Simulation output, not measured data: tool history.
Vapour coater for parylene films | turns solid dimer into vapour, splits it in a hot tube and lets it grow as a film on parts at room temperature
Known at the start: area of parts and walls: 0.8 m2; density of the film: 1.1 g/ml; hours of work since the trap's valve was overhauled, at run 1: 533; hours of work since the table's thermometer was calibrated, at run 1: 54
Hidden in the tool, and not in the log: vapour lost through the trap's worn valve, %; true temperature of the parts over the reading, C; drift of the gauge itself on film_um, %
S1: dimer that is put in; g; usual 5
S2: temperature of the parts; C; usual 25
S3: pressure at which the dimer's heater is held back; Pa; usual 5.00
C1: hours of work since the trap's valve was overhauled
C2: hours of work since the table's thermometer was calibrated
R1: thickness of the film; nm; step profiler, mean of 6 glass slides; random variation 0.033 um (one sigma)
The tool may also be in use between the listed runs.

run	hour	S1	S2	S3	C1	C2	R1
1	0.0	5	25	5.00	533	54	3190
2	15.0	5	25	5.00	540	62	3130
3	30.2	4	25	5.00	548	70	2550
4	46.6	4	25	5.00	556	78	2560
5	65.9	4	25	5.00	566	88	2570
6	87.9	4	25	5.00	577	99	2580
# hour 103.5: trap's valve overhauled
7	105.7	5	22	5.00	1	106	3690
8	127.9	5	25	5.67	12	117	3150
9	150.1	5	25	5.67	24	129	3210
10	163.9	5	25	5.67	31	136	3180
11	184.7	5	25	5.67	41	146	3160
12	201.9	7	25	5.00	50	155	4440
13	212.9	7	25	5.00	56	161	4520
14	229.7	7	25	5.00	64	169	4430
15	243.3	7	25	5.00	71	176	4500
16	258.0	7	25	5.00	79	183	4480
17	267.2	7	20	5.13	83	188	5680
18	277.1	7	20	5.13	88	193	5660
19	294.8	7	20	5.13	97	202	5530
20	312.3	6	21	7.47	106	211	4560
21	323.3	9	36	2.06	112	217	3730
22	342.8	3	35	4.27	122	227	1250
23	357.8	5	28	4.92	129	234	2750
24	374.1	4	22	9.56	138	242	2850
25	393.4	5	21	7.20	147	252	3800
26	415.0	3	21	2.60	158	263	2380
27	434.7	5	28	5.52	168	273	2790

Forecast each of these 3 alternatives for the next run:
A	451.1	4	34	11.42	177	282	?
B	451.1	3	18	6.34	177	282	?
C	451.1	5	31	3.32	177	282	?

run	R1
A	1670
B	2550
C	2480
Without the tool's hidden state the same runs would have given:
run	R1
A	1680
B	2560
C	2490
